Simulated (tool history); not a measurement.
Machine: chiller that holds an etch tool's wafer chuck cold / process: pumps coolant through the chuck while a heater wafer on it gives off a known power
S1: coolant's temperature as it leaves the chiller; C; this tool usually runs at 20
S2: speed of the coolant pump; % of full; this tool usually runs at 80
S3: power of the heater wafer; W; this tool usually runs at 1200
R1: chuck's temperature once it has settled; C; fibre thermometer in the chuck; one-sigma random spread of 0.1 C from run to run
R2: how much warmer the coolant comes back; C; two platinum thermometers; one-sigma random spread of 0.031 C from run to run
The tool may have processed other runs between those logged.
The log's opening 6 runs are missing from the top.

run	hour	S1	S2	S3	R1	R2
7	129.9	20	80	1200	27.1	2.58
8	158.9	20	60	1200	28.9	3.50
9	186.9	20	60	1200	28.7	3.53
10	200.7	11	80	1200	18.2	2.54
11	224.4	11	80	1200	18.1	2.46
12	242.0	20	80	1200	27.1	2.54
13	265.7	20	80	1200	27.3	2.50
14	282.5	20	80	1200	27.1	2.51
15	313.1	20	80	1200	27.1	2.49
16	333.7	12	80	1200	19.2	2.52
17	363.4	20	80	1200	27.2	2.45
18	379.0	20	80	617	23.6	1.19
19	396.9	13	80	1546	22.2	3.22
20	421.6	13	80	1546	22.2	3.19
21	452.3	20	75	1796	31.2	4.01
22	483.6	13	80	1499	22.0	3.10
23	499.7	24	90	942	29.2	1.65

For run 24, what comes out?
24	517.4	19	66	721	?	?

R1: 24.0 C
R2: 1.75 C
With no hidden state in the tool, this same run would have given R1 24.0 C, R2 1.91 C.

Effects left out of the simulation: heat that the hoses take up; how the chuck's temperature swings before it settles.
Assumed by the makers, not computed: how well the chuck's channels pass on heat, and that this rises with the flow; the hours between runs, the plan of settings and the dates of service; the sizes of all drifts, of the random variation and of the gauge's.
